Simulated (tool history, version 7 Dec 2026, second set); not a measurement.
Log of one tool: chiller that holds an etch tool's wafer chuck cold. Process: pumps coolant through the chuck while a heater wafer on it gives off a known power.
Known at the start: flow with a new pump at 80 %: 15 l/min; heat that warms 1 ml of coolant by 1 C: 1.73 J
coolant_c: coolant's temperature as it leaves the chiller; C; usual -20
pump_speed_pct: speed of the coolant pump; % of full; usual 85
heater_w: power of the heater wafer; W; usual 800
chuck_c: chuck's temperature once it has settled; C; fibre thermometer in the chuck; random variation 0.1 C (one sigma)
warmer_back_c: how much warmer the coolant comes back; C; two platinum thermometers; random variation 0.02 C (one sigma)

Run 1, hour 0.0: usual settings. Result: chuck_c -15.1 C, warmer_back_c 1.75 C.
Run 2, hour 33.1: usual settings. Result: chuck_c -14.9 C, warmer_back_c 1.68 C.
Run 3, hour 74.0: usual settings. Result: chuck_c -14.9 C, warmer_back_c 1.73 C.
Run 4, hour 97.2: usual settings. Result: chuck_c -15.2 C, warmer_back_c 1.70 C.
Run 5, hour 137.6: usual settings. Result: chuck_c -14.8 C, warmer_back_c 1.68 C.
Run 6, hour 182.8: usual settings. Result: chuck_c -14.9 C, warmer_back_c 1.72 C.
Run 7, hour 225.5: usual settings. Result: chuck_c -15.0 C, warmer_back_c 1.69 C.
Run 8, hour 248.5: usual settings but coolant_c -25 C, pump_speed_pct 91 % of full, heater_w 605 W. Result: chuck_c -21.4 C, warmer_back_c 1.19 C.
Run 9, hour 280.2: usual settings but coolant_c -27 C, pump_speed_pct 77 % of full, heater_w 574 W. Result: chuck_c -23.1 C, warmer_back_c 1.36 C.
Run 10, hour 320.6: usual settings but coolant_c -27 C, pump_speed_pct 77 % of full, heater_w 939 W. Result: chuck_c -20.8 C, warmer_back_c 2.18 C.
Run 11, hour 359.5: usual settings but coolant_c -27 C, pump_speed_pct 77 % of full, heater_w 939 W. Result: chuck_c -20.7 C, warmer_back_c 2.23 C.
Run 12, hour 406.4: usual settings but coolant_c -27 C, pump_speed_pct 64 % of full, heater_w 1104 W. Result: chuck_c -18.5 C, warmer_back_c 3.17 C.
Run 13, hour 437.7: usual settings but coolant_c -27 C, pump_speed_pct 74 % of full, heater_w 721 W. Result: chuck_c -22.0 C, warmer_back_c 1.72 C.
Run 14, hour 466.4: usual settings but coolant_c -14 C, pump_speed_pct 67 % of full, heater_w 680 W. Result: chuck_c -9.1 C, warmer_back_c 1.84 C.

5 ways to go on from here, each from the tool as it stands after run 14. What would each give?
Run A, hour 507.9: usual settings but coolant_c -14 C, pump_speed_pct 72 % of full, heater_w 655 W. Result: chuck_c ?, warmer_back_c ?.
Run B, hour 507.9: usual settings but coolant_c -25 C, pump_speed_pct 68 % of full. Result: chuck_c ?, warmer_back_c ?.
Run C, hour 507.9: usual settings but coolant_c -27 C, pump_speed_pct 67 % of full, heater_w 680 W. Result: chuck_c ?, warmer_back_c ?.
Run D, hour 507.9: usual settings but coolant_c -14 C, pump_speed_pct 71 % of full, heater_w 992 W. Result: chuck_c ?, warmer_back_c ?.
Run E, hour 507.9: usual settings but coolant_c -22 C, pump_speed_pct 67 % of full, heater_w 680 W. Result: chuck_c ?, warmer_back_c ?.

run  chuck_c  warmer_back_c
  A     -9.4           1.60
  B    -19.3           2.12
  C    -21.9           1.84
  D     -7.1           2.54
  E    -17.0           1.83
Without the tool's hidden state the same runs would have given:
run  chuck_c  warmer_back_c
  A     -9.4           1.68
  B    -19.3           2.19
  C    -21.9           1.92
  D     -7.1           2.61
  E    -17.0           1.90

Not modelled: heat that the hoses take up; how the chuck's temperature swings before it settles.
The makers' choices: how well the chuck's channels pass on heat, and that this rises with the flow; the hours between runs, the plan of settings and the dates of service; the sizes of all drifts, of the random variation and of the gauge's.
